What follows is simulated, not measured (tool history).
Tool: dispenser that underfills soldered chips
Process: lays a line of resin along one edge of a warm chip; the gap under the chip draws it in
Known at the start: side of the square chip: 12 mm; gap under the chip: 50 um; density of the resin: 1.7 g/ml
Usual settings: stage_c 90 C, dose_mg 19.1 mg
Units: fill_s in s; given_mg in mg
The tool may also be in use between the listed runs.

| run | day | stage_c | dose_mg | fill_s | given_mg |
|---|---|---|---|---|---|
| 1 | 0 | 90 | 19.1 | 47.5 | 18.09 |
| 2 | 0.3 | 90 | 19.1 | 72.8 | 17.92 |
|  | 0.367 | new syringe of resin |
| 3 | 0.462 | 90 | 19.1 | 52.3 | 18.18 |
| 4 | 0.712 | 90 | 19.1 | 73.6 | 18.01 |
|  | 0.792 | new syringe of resin |
| 5 | 0.992 | 90 | 19.1 | 59.8 | 17.84 |
|  | 1.212 | new syringe of resin |
| 6 | 1.308 | 90 | 19.1 | 50.5 | 17.99 |
|  | 1.471 | dispensing valve cleaned and set on the balance |
| 7 | 1.521 | 82 | 19.1 | 82.9 | 19.05 |
|  | 1.688 | new syringe of resin |
| 8 | 1.746 | 98 | 22 | 37.2 | 21.66 |
| 9 | 1.983 | 92 | 22 | 60.7 | 21.71 |
|  | 2.108 | new syringe of resin |
| 10 | 2.175 | 85 | 18.2 | 59.8 | 18.04 |
| 11 | 2.367 | 94 | 19.5 | 55.7 | 19.23 |
|  | 2.542 | new syringe of resin |
| 12 | 2.633 | 94 | 19.5 | 44.3 | 19.17 |

Forecast each of these 3 alternatives for the next run:
| A | 2.904 | 98 | 17.8 | ? | ? |
| B | 2.904 | 77 | 19.6 | ? | ? |
| C | 2.904 | 94 | 18 | ? | ? |

| run | fill_s | given_mg |
|---|---|---|
| A | 56.3 | 17.38 |
| B | 115.3 | 19.27 |
| C | 65 | 17.53 |
Without the tool's hidden state the same runs would have given:
| run | fill_s | given_mg |
|---|---|---|
| A | 35.3 | 17.79 |
| B | 72.8 | 19.73 |
| C | 41 | 17.94 |
